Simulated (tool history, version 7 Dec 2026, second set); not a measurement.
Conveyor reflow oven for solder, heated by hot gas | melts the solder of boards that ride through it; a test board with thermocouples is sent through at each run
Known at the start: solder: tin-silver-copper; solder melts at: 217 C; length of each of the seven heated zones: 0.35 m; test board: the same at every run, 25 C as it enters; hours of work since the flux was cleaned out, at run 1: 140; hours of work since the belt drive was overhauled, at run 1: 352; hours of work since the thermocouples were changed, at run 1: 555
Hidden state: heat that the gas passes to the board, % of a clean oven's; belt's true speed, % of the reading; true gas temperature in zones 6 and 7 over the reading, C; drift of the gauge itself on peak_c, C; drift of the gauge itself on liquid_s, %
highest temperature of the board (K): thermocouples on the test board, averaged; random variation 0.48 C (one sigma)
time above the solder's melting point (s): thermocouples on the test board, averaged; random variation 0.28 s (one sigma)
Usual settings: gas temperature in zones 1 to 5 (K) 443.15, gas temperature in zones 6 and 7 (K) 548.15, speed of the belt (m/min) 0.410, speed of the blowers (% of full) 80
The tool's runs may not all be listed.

| run | day | gas temperature in zones 1 to 5 (K) | gas temperature in zones 6 and 7 (K) | speed of the belt (m/min) | speed of the blowers (% of full) | hours of work since the flux was cleaned out | hours of work since the belt drive was overhauled | hours of work since the thermocouples were changed | highest temperature of the board (K) | time above the solder's melting point (s) |
|---|---|---|---|---|---|---|---|---|---|---|
| 1 | 0.000 | 443.15 | 548.15 | 0.410 | 80 | 140 | 352 | 555 | 535.15 | 85.7 |
| 2 | 1.008 | 443.15 | 548.15 | 0.410 | 80 | 156 | 368 | 571 | 535.85 | 85.2 |
| 3 | 1.962 | 443.15 | 548.15 | 0.410 | 62 | 172 | 383 | 587 | 532.75 | 83.3 |
| 4 | 3.838 | 443.15 | 545.15 | 0.410 | 80 | 202 | 413 | 617 | 532.05 | 82.7 |
|  | 5.567 | flux residue cleaned out of gas plates and filters |
| 5 | 5.633 | 443.15 | 545.15 | 0.410 | 80 | 1 | 439 | 642 | 531.75 | 81.7 |
| 6 | 7.904 | 443.15 | 548.15 | 0.410 | 80 | 38 | 476 | 679 | 533.45 | 83.6 |
| 7 | 9.017 | 443.15 | 548.15 | 0.410 | 80 | 56 | 494 | 697 | 533.45 | 83.4 |
| 8 | 10.038 | 443.15 | 548.15 | 0.410 | 53 | 72 | 510 | 713 | 529.15 | 79.5 |
| 9 | 11.250 | 443.15 | 548.15 | 0.364 | 80 | 92 | 530 | 733 | 535.85 | 97.8 |
| 10 | 13.258 | 443.15 | 548.15 | 0.364 | 80 | 124 | 562 | 765 | 536.15 | 97.9 |
| 11 | 15.221 | 443.15 | 548.15 | 0.410 | 51 | 156 | 594 | 797 | 529.85 | 78.8 |
|  | 15.925 | flux residue cleaned out of gas plates and filters, once more |
| 12 | 16.600 | 443.15 | 548.15 | 0.410 | 51 | 11 | 613 | 816 | 532.65 | 81.4 |
| 13 | 18.204 | 443.15 | 548.15 | 0.410 | 51 | 37 | 638 | 842 | 531.75 | 82.0 |
| 14 | 19.217 | 443.15 | 548.15 | 0.468 | 80 | 53 | 655 | 858 | 530.95 | 71.8 |
| 15 | 20.196 | 443.15 | 548.15 | 0.468 | 80 | 69 | 671 | 874 | 531.85 | 71.7 |
| 16 | 21.867 | 443.15 | 548.15 | 0.468 | 80 | 96 | 697 | 901 | 531.05 | 71.2 |
| 17 | 22.854 | 434.15 | 550.15 | 0.410 | 80 | 112 | 713 | 917 | 535.95 | 82.8 |
| 18 | 23.875 | 434.15 | 550.15 | 0.410 | 80 | 128 | 730 | 933 | 536.55 | 82.5 |
| 19 | 25.867 | 437.15 | 550.15 | 0.432 | 58 | 160 | 762 | 965 | 530.05 | 74.9 |
| 20 | 27.267 | 437.15 | 550.15 | 0.432 | 58 | 183 | 784 | 988 | 530.25 | 73.9 |
| 21 | 28.258 | 437.15 | 550.15 | 0.482 | 54 | 199 | 801 | 1004 | 525.05 | 60.8 |
| 22 | 29.633 | 454.15 | 548.15 | 0.358 | 63 | 221 | 823 | 1026 | 536.55 | 105.7 |
|  | 30.221 | flux residue cleaned out of gas plates and filters |
| 23 | 31.933 | 443.15 | 541.15 | 0.463 | 80 | 28 | 856 | 1060 | 524.55 | 68.9 |
|  | 32.496 | thermocouples of zones 6 and 7 changed |
| 24 | 33.775 | 457.15 | 562.15 | 0.410 | 80 | 56 | 885 | 21 | 552.95 | 100.8 |
| 25 | 34.750 | 457.15 | 562.15 | 0.410 | 80 | 72 | 900 | 36 | 551.85 | 101.3 |
| 26 | 35.971 | 443.15 | 538.15 | 0.412 | 80 | 91 | 920 | 56 | 527.25 | 80.5 |
| 27 | 37.204 | 443.15 | 538.15 | 0.412 | 80 | 111 | 940 | 76 | 527.85 | 80.1 |
| 28 | 38.829 | 433.15 | 560.15 | 0.336 | 80 | 137 | 966 | 102 | 551.85 | 114.0 |
| 29 | 40.508 | 433.15 | 560.15 | 0.336 | 80 | 165 | 993 | 129 | 552.35 | 113.5 |

3 ways to go on from here, each from the tool as it stands after run 29. What would each give?
| A | 42.525 | 436.15 | 547.15 | 0.410 | 80 | 197 | 1026 | 162 | ? | ? |
| B | 42.525 | 443.15 | 548.15 | 0.410 | 71 | 197 | 1026 | 162 | ? | ? |
| C | 42.525 | 443.15 | 548.15 | 0.464 | 80 | 197 | 1026 | 162 | ? | ? |

| run | highest temperature of the board (K) | time above the solder's melting point (s) |
|---|---|---|
| A | 534.25 | 82.9 |
| B | 535.05 | 86.1 |
| C | 533.25 | 73.4 |
Without the tool's hidden state the same runs would have given:
| run | highest temperature of the board (K) | time above the solder's melting point (s) |
|---|---|---|
| A | 535.95 | 83.1 |
| B | 536.65 | 86.1 |
| C | 535.05 | 73.8 |
